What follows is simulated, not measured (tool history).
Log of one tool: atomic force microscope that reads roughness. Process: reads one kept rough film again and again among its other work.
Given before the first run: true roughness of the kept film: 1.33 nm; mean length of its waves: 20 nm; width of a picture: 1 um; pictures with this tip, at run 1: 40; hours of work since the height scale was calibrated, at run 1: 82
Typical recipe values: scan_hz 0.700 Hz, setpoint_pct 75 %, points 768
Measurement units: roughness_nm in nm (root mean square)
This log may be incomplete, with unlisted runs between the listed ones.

run   hour  scan_hz  setpoint_pct  points  pictures with this tip  hours of work since the height scale was calibrated  roughness_nm
  1    0.0    0.700            75     768                      40                                                   82         1.151
  2   10.8    0.700            75     768                      63                                                   89         1.136
  3   21.6    0.700            75     768                      86                                                   96         1.125
  4   31.3    0.700            75     768                     107                                                  102         1.098
  5   38.8    0.700            75     768                     123                                                  107         1.079
  6   54.6    0.700            75     768                     157                                                  117         1.067
  7   63.0    0.700            75     533                     175                                                  122         1.047
  8   75.3    0.700            75     857                     202                                                  130         1.037
  9   91.1    0.700            66     479                     236                                                  140         1.038
 10  101.6    1.918            85     479                     259                                                  147         0.850
 11  111.6    2.549            67     479                     280                                                  153         0.935
     113.8  -- height scale calibrated on a step standard
 12  123.8    1.645            89     667                     304                                                    6         0.833
 13  140.4    1.875            65     946                     340                                                   17         0.949
     149.7  -- new tip fitted
 14  157.7    2.841            78     514                      17                                                   28         0.979
     162.3  -- height scale calibrated on a step standard, once more
 15  174.6    0.519            75     489                      51                                                    8         1.141

The next listed run, before its measurement:
 16  188.8    0.519            75     489                      82                                                   17             ?

roughness_nm: 1.131 nm (root mean square)
With the hidden condition absent and the run-to-run variation left alone, this run would have shown roughness_nm 1.192 nm (root mean square).
